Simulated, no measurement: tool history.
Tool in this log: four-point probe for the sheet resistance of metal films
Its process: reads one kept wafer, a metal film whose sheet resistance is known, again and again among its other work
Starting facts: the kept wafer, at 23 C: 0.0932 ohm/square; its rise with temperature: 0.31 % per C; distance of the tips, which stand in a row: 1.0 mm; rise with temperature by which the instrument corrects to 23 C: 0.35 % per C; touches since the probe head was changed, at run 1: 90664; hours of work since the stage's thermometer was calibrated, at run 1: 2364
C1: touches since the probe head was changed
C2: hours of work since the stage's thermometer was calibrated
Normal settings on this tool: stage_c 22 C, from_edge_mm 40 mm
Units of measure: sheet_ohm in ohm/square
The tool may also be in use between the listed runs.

{"run": 1, "hour": 0.0, "stage_c": 22, "from_edge_mm": 40, "C1": 90664, "C2": 2364, "sheet_ohm": 0.093272}
{"run": 2, "hour": 66.9, "stage_c": 28, "from_edge_mm": 40, "C1": 93336, "C2": 2413, "sheet_ohm": 0.093027}
{"run": 3, "hour": 197.3, "stage_c": 22, "from_edge_mm": 40, "C1": 98546, "C2": 2510, "sheet_ohm": 0.093276}
{"run": 4, "hour": 316.6, "stage_c": 21, "from_edge_mm": 40, "C1": 103310, "C2": 2599, "sheet_ohm": 0.093352}
{"run": 5, "hour": 396.2, "stage_c": 22, "from_edge_mm": 5, "C1": 106490, "C2": 2658, "sheet_ohm": 0.095244}
{"run": 6, "hour": 454.2, "stage_c": 22, "from_edge_mm": 4, "C1": 108806, "C2": 2701, "sheet_ohm": 0.096297}
{"run": 7, "hour": 552.3, "stage_c": 26, "from_edge_mm": 40, "C1": 112725, "C2": 2774, "sheet_ohm": 0.09309}
{"run": 8, "hour": 653.8, "stage_c": 26, "from_edge_mm": 40, "C1": 116778, "C2": 2849, "sheet_ohm": 0.093129}
{"run": 9, "hour": 754.0, "stage_c": 22, "from_edge_mm": 40, "C1": 120782, "C2": 2924, "sheet_ohm": 0.09329}
{"hour": 793.8, "done": "stage's thermometer calibrated"}
{"run": 10, "hour": 823.8, "stage_c": 22, "from_edge_mm": 40, "C1": 123549, "C2": 22, "sheet_ohm": 0.093273}
{"run": 11, "hour": 957.7, "stage_c": 33, "from_edge_mm": 13, "C1": 128898, "C2": 122, "sheet_ohm": 0.093106}
{"run": 12, "hour": 1024.9, "stage_c": 27, "from_edge_mm": 30, "C1": 131583, "C2": 172, "sheet_ohm": 0.093105}
{"run": 13, "hour": 1132.0, "stage_c": 27, "from_edge_mm": 30, "C1": 135862, "C2": 251, "sheet_ohm": 0.093094}
{"run": 14, "hour": 1209.9, "stage_c": 27, "from_edge_mm": 30, "C1": 138973, "C2": 309, "sheet_ohm": 0.093146}
{"run": 15, "hour": 1305.4, "stage_c": 27, "from_edge_mm": 30, "C1": 142785, "C2": 380, "sheet_ohm": 0.093132}
{"run": 16, "hour": 1375.9, "stage_c": 20, "from_edge_mm": 30, "C1": 145603, "C2": 432, "sheet_ohm": 0.093386}
{"run": 17, "hour": 1506.6, "stage_c": 22, "from_edge_mm": 3, "C1": 150821, "C2": 530, "sheet_ohm": 0.098481}
{"run": 18, "hour": 1567.9, "stage_c": 30, "from_edge_mm": 4, "C1": 153274, "C2": 575, "sheet_ohm": 0.095945}
{"run": 19, "hour": 1693.6, "stage_c": 18, "from_edge_mm": 59, "C1": 158292, "C2": 669, "sheet_ohm": 0.093443}
{"run": 20, "hour": 1802.4, "stage_c": 26, "from_edge_mm": 43, "C1": 162639, "C2": 749, "sheet_ohm": 0.093097}

5 ways to go on from here, each from the tool as it stands after run 20. What would each give?
{"run": "A", "hour": 1860.6, "stage_c": 20, "from_edge_mm": 6, "C1": 164963, "C2": 793, "sheet_ohm": "?"}
{"run": "B", "hour": 1860.6, "stage_c": 26, "from_edge_mm": 56, "C1": 164963, "C2": 793, "sheet_ohm": "?"}
{"run": "C", "hour": 1860.6, "stage_c": 33, "from_edge_mm": 5, "C1": 164963, "C2": 793, "sheet_ohm": "?"}
{"run": "D", "hour": 1860.6, "stage_c": 33, "from_edge_mm": 55, "C1": 164963, "C2": 793, "sheet_ohm": "?"}
{"run": "E", "hour": 1860.6, "stage_c": 23, "from_edge_mm": 62, "C1": 164963, "C2": 793, "sheet_ohm": "?"}

run=A sheet_ohm=0.094702
run=B sheet_ohm=0.093078
run=C sheet_ohm=0.094777
run=D sheet_ohm=0.09282
run=E sheet_ohm=0.09321
What these runs would have given with no unlogged condition in the tool:
run=A sheet_ohm=0.094695
run=B sheet_ohm=0.093071
run=C sheet_ohm=0.09477
run=D sheet_ohm=0.092813
run=E sheet_ohm=0.093202
